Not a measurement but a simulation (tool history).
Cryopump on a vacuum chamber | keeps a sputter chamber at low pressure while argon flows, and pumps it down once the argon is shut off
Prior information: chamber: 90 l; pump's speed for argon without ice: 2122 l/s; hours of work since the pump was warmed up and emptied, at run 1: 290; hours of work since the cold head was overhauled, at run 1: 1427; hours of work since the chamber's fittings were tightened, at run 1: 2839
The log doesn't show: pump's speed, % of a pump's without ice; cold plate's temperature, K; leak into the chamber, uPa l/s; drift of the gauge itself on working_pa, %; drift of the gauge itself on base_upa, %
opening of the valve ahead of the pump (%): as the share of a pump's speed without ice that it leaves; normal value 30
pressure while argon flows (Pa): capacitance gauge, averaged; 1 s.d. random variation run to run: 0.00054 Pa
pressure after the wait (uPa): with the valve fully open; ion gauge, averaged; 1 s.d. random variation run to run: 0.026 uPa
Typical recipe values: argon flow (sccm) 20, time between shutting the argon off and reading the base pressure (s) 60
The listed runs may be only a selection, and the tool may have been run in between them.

run   hour  argon flow (sccm)  time between shutting the argon off and reading the base pressure (s)  opening of the valve ahead of the pump (%)  hours of work since the pump was warmed up and emptied  hours of work since the cold head was overhauled  hours of work since the chamber's fittings were tightened  pressure while argon flows (Pa)  pressure after the wait (uPa)
  1    0.0                 20                                                                     60                                          30                                                     290                                              1427                                                       2839                           0.0543                           1.49
  2   24.2                 20                                                                     60                                          30                                                     310                                              1446                                                       2859                           0.0547                           1.47
  3   53.7                 35                                                                     60                                          30                                                     334                                              1470                                                       2883                           0.0948                           1.50
  4   76.3                 35                                                                     60                                          30                                                     352                                              1489                                                       2901                           0.0961                           1.52
  5  106.9                 35                                                                     60                                          30                                                     377                                              1514                                                       2926                           0.0962                           1.50
  6  153.2                 20                                                                     46                                          30                                                     415                                              1551                                                       2964                           0.0552                           1.81
  7  179.3                 20                                                                     46                                          30                                                     436                                              1573                                                       2985                           0.0560                           1.81
  8  203.3                 20                                                                     46                                          30                                                     456                                              1592                                                       3005                           0.0557                           1.84
  9  247.3                 20                                                                     46                                          30                                                     492                                              1628                                                       3040                           0.0575                           1.87
 10  286.0                 20                                                                     60                                          30                                                     523                                              1660                                                       3072                           0.0564                           1.55
 11  313.0                 20                                                                     60                                          30                                                     545                                              1682                                                       3094                           0.0549                           1.48
 12  364.6                 20                                                                    123                                          15                                                     587                                              1724                                                       3136                           0.1095                           1.10
 13  399.6                 27                                                                     62                                          15                                                     616                                              1752                                                       3165                           0.1476                           1.55
 14  430.3                 27                                                                     62                                          15                                                     641                                              1777                                                       3190                           0.1468                           1.56
 15  461.1                 14                                                                     29                                          22                                                     666                                              1802                                                       3215                           0.0536                           2.52
 16  491.5                 14                                                                     29                                          22                                                     691                                              1827                                                       3239                           0.0533                           2.66
 17  534.9                 14                                                                     29                                          22                                                     726                                              1863                                                       3275                           0.0545                           2.63
 18  586.2                 27                                                                     22                                          22                                                     768                                              1904                                                       3317                           0.1036                           3.21
 19  608.3                 37                                                                     22                                          59                                                     786                                              1922                                                       3335                           0.0585                           3.21

4 options for the next run, each taken on its own from the tool as it stands now. Forecast them:
     623.1  -- leaking fittings of the chamber tightened, without venting
  A  658.8                 20                                                                     60                                          39                                                     825                                              1962                                                         29                                ?                              ?
     623.1  -- leaking fittings of the chamber tightened, without venting
  B  658.8                 10                                                                     60                                          55                                                     825                                              1962                                                         29                                ?                              ?
     623.1  -- leaking fittings of the chamber tightened, without venting
  C  658.8                 33                                                                     75                                          21                                                     825                                              1962                                                         29                                ?                              ?
     623.1  -- leaking fittings of the chamber tightened, without venting
  D  658.8                 31                                                                     22                                          59                                                     825                                              1962                                                         29                                ?                              ?

run  pressure while argon flows (Pa)  pressure after the wait (uPa)
  A                           0.0458                           1.15
  B                           0.0176                           1.15
  C                           0.1323                           1.02
  D                           0.0492                           2.80
What these runs would have given with no unlogged condition in the tool:
run  pressure while argon flows (Pa)  pressure after the wait (uPa)
  A                           0.0409                           1.06
  B                           0.0151                           1.07
  C                           0.1242                           0.93
  D                           0.0415                           2.71

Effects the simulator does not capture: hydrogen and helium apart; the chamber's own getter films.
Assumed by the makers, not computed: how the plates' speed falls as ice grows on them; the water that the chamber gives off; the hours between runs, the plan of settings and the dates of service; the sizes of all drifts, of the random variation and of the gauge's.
